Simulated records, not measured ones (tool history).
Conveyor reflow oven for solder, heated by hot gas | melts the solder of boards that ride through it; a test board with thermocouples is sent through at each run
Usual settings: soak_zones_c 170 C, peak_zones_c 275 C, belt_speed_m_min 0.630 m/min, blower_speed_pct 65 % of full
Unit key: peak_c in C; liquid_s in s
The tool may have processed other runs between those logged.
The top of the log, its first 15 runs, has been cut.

| run | hour | soak_zones_c | peak_zones_c | belt_speed_m_min | blower_speed_pct | hours of work since the flux was cleaned out | hours of work since the belt drive was overhauled | hours of work since the thermocouples were changed | peak_c | liquid_s |
|---|---|---|---|---|---|---|---|---|---|---|
| 16 | 774.2 | 180 | 275 | 0.506 | 65 | 174 | 732 | 679 | 260.5 | 70.2 |
| 17 | 808.1 | 180 | 275 | 0.602 | 65 | 195 | 753 | 700 | 254.9 | 54.9 |
|  | 830.9 | belt drive overhauled, speed set with a stopwatch |
| 18 | 846.2 | 164 | 275 | 0.599 | 78 | 216 | 9 | 721 | 255.6 | 51.2 |
|  | 862.1 | flux residue cleaned out of gas plates and filters |
| 19 | 885.9 | 168 | 276 | 0.599 | 87 | 15 | 31 | 742 | 260.1 | 55.1 |
| 20 | 937.2 | 168 | 276 | 0.599 | 87 | 46 | 62 | 773 | 259.7 | 54.8 |
| 21 | 969.8 | 168 | 276 | 0.599 | 87 | 66 | 82 | 793 | 259.7 | 55.1 |
| 22 | 1031.4 | 181 | 285 | 0.630 | 65 | 104 | 120 | 831 | 261.6 | 55.7 |
|  | 1048.5 | thermocouples of zones 6 and 7 changed |
| 23 | 1080.6 | 170 | 275 | 0.686 | 62 | 133 | 149 | 20 | 245.7 | 38.3 |
| 24 | 1124.3 | 170 | 275 | 0.686 | 62 | 159 | 175 | 46 | 245.4 | 38.5 |
| 25 | 1152.6 | 170 | 275 | 0.756 | 65 | 177 | 193 | 64 | 242.4 | 32.0 |
| 26 | 1181.2 | 170 | 275 | 0.683 | 65 | 194 | 210 | 81 | 247.3 | 39.4 |
|  | 1232.3 | flux residue cleaned out of gas plates and filters |
| 27 | 1232.3 | 179 | 275 | 0.630 | 71 | 0 | 239 | 110 | 254.7 | 51.8 |
| 28 | 1293.3 | 160 | 275 | 0.597 | 66 | 37 | 276 | 147 | 251.1 | 46.8 |
| 29 | 1348.9 | 160 | 271 | 0.587 | 66 | 71 | 310 | 181 | 248.8 | 45.4 |
| 30 | 1406.7 | 160 | 271 | 0.587 | 66 | 107 | 345 | 216 | 248.9 | 45.6 |

Each row is a separate what-if for the run after 30, all from the same tool condition, not one after another. Results?
| A | 1436.8 | 160 | 271 | 0.587 | 56 | 125 | 364 | 235 | ? | ? |
| B | 1436.8 | 170 | 275 | 0.692 | 65 | 125 | 364 | 235 | ? | ? |
| C | 1436.8 | 160 | 271 | 0.678 | 66 | 125 | 364 | 235 | ? | ? |

| run | peak_c | liquid_s |
|---|---|---|
| A | 244.6 | 41.5 |
| B | 246.8 | 38.4 |
| C | 242.6 | 34.1 |
Without the tool's hidden state the same runs would have given:
| run | peak_c | liquid_s |
|---|---|---|
| A | 244.6 | 41.5 |
| B | 246.9 | 38.4 |
| C | 242.7 | 34.2 |
